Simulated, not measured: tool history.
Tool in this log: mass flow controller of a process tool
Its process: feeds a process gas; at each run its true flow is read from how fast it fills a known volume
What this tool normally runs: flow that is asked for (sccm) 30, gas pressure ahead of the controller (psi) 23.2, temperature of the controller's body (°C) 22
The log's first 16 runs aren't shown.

run	hour	flow that is asked for (sccm)	gas pressure ahead of the controller (psi)	temperature of the controller's body (°C)	true flow (%)
17	1081.0	38	23.2	22	99.41
18	1128.8	38	28.6	22	99.22
19	1196.1	7	27.4	22	97.53
20	1290.7	30	21.3	26	99.06
21	1368.0	31	22.8	26	99.15
22	1465.6	30	23.6	38	99.29
23	1523.3	30	23.6	38	99.34
24	1568.2	30	23.6	38	99.36
25	1652.8	30	23.6	38	99.32
26	1718.6	30	23.6	38	99.34
27	1816.8	30	23.6	38	99.32
28	1859.2	7	28.4	21	97.51
29	1913.8	7	28.4	21	97.45
30	2012.2	38	23.2	21	99.51
31	2061.1	38	23.2	21	99.61
32	2141.1	30	34.7	25	98.64
33	2222.5	30	23.9	23	99.05
34	2289.1	30	23.9	23	98.98
35	2348.2	10	30.2	22	97.64
36	2397.0	39	35.4	26	99.16

5 options for the next run, each taken on its own from the tool as it stands now. Forecast them:
A	2478.8	37	31.6	28	?
B	2478.8	19	24.7	26	?
C	2478.8	11	23.2	36	?
D	2478.8	15	40.5	26	?
E	2478.8	13	34.8	28	?

run	true flow (%)
A	99.43
B	98.37
C	98.31
D	97.78
E	97.88
What these runs would have given with no unlogged condition in the tool:
run	true flow (%)
A	99.44
B	98.38
C	98.33
D	97.79
E	97.89

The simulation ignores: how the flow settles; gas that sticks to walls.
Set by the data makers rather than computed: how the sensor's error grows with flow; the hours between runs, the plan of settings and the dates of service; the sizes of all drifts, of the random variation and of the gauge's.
